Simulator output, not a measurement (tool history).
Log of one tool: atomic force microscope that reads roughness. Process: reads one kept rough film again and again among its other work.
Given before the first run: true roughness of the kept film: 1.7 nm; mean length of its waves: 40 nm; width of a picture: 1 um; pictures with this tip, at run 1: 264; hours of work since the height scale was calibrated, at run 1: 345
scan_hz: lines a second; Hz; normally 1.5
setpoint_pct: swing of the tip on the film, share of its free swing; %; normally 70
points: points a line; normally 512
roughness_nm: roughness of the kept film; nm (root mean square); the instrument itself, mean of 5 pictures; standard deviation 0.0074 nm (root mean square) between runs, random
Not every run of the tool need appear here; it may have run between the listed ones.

run     day  scan_hz  setpoint_pct  points  pictures with this tip  hours of work since the height scale was calibrated  roughness_nm
  1       0      1.5            70     512                     264                                                  345         1.393
  2   0.962      1.5            70     512                     281                                                  355         1.397
  3   1.467      1.5            70     314                     290                                                  360          1.38
  4   1.975      1.5            70     512                     299                                                  366         1.358
  5   2.567      1.5            57     512                     310                                                  372         1.411
  6   3.225      1.5            57     512                     322                                                  378         1.394
  7     3.9      1.5            57     512                     334                                                  385         1.379
  8   4.608      1.5            57     512                     346                                                  392         1.398
  9   5.308      1.5            57     512                     359                                                  400          1.38
 10   6.371      1.5            70     512                     378                                                  410         1.347
      6.792  -- new tip fitted
 11   7.054      1.5            70     512                       5                                                  417         1.535
 12   7.679     1.15            70     512                      16                                                  424         1.546
 13   8.454      1.2            70     512                      30                                                  432         1.541
 14   9.171      1.2            70     512                      43                                                  439         1.532
 15   9.742      1.5            70     498                      53                                                  445         1.518
 16  10.704     0.71            60     512                      70                                                  455         1.552
 17  11.671     0.84            60     512                      87                                                  464         1.531
 18  12.271      1.8            60     512                      98                                                  471         1.492
 19  12.892     3.52            70     306                     109                                                  477         1.392
 20  13.908     0.92            70     381                     127                                                  487         1.486
 21  14.379     1.89            74     305                     136                                                  492         1.417
 22  15.108     1.89            74     305                     149                                                  500          1.41
 23  16.125     2.08            78     301                     167                                                  510         1.362
 24  16.983     2.08            78     301                     182                                                  519         1.352

Entry by entry between the runs, the difference in hidden state between the last listed run before and the first listed run after:
Run 10 -> run 11: new tip fitted (day 6.792)
  radius of the tip, nm: 48.6 -> 11.2
  measured result minus the result with no hidden state, roughness_nm: -0.216 -> -0.014 nm (root mean square)
